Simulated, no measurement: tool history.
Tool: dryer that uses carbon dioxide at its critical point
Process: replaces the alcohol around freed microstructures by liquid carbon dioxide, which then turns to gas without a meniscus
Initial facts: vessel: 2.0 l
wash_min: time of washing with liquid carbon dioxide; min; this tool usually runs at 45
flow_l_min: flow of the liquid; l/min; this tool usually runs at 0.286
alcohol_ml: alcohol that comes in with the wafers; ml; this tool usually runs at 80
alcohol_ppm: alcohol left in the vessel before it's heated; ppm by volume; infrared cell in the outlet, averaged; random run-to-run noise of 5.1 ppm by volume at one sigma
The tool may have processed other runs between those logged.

run 1 hour=0 | wash_min=45 flow_l_min=0.286 alcohol_ml=80 | alcohol_ppm=99
run 2 hour=6.3 | wash_min=45 flow_l_min=0.454 alcohol_ml=80 | alcohol_ppm=14
run 3 hour=15.6 | wash_min=45 flow_l_min=0.403 alcohol_ml=80 | alcohol_ppm=19
run 4 hour=22.6 | wash_min=45 flow_l_min=0.403 alcohol_ml=80 | alcohol_ppm=17
run 5 hour=33.2 | wash_min=45 flow_l_min=0.403 alcohol_ml=80 | alcohol_ppm=17
run 6 hour=40.8 | wash_min=45 flow_l_min=0.286 alcohol_ml=80 | alcohol_ppm=100
run 7 hour=48.3 | wash_min=45 flow_l_min=0.286 alcohol_ml=80 | alcohol_ppm=100
run 8 hour=56.4 | wash_min=47 flow_l_min=0.294 alcohol_ml=80 | alcohol_ppm=71
run 9 hour=67.6 | wash_min=47 flow_l_min=0.308 alcohol_ml=26 | alcohol_ppm=25
run 10 hour=76.9 | wash_min=60 flow_l_min=0.416 alcohol_ml=73 | alcohol_ppm=17
run 11 hour=88.9 | wash_min=60 flow_l_min=0.416 alcohol_ml=73 | alcohol_ppm=11
run 12 hour=98.5 | wash_min=50 flow_l_min=0.286 alcohol_ml=80 | alcohol_ppm=58
run 13 hour=109.3 | wash_min=45 flow_l_min=0.286 alcohol_ml=43 | alcohol_ppm=62
run 14 hour=117.1 | wash_min=27 flow_l_min=0.286 alcohol_ml=80 | alcohol_ppm=1048

Here are 5 independent what-if runs from the current tool condition. What would each one return?
run A hour=128.4 | wash_min=27 flow_l_min=0.24 alcohol_ml=21 | alcohol_ppm=?
run B hour=128.4 | wash_min=41 flow_l_min=0.29 alcohol_ml=80 | alcohol_ppm=?
run C hour=128.4 | wash_min=35 flow_l_min=0.366 alcohol_ml=76 | alcohol_ppm=?
run D hour=128.4 | wash_min=42 flow_l_min=0.286 alcohol_ml=80 | alcohol_ppm=?
run E hour=128.4 | wash_min=27 flow_l_min=0.313 alcohol_ml=37 | alcohol_ppm=?

run=A alcohol_ppm=508
run=B alcohol_ppm=160
run=C alcohol_ppm=110
run=D alcohol_ppm=162
run=E alcohol_ppm=345
What these runs would have given with no unlogged condition in the tool:
run=A alcohol_ppm=443
run=B alcohol_ppm=122
run=C alcohol_ppm=81
run=D alcohol_ppm=124
run=E alcohol_ppm=287
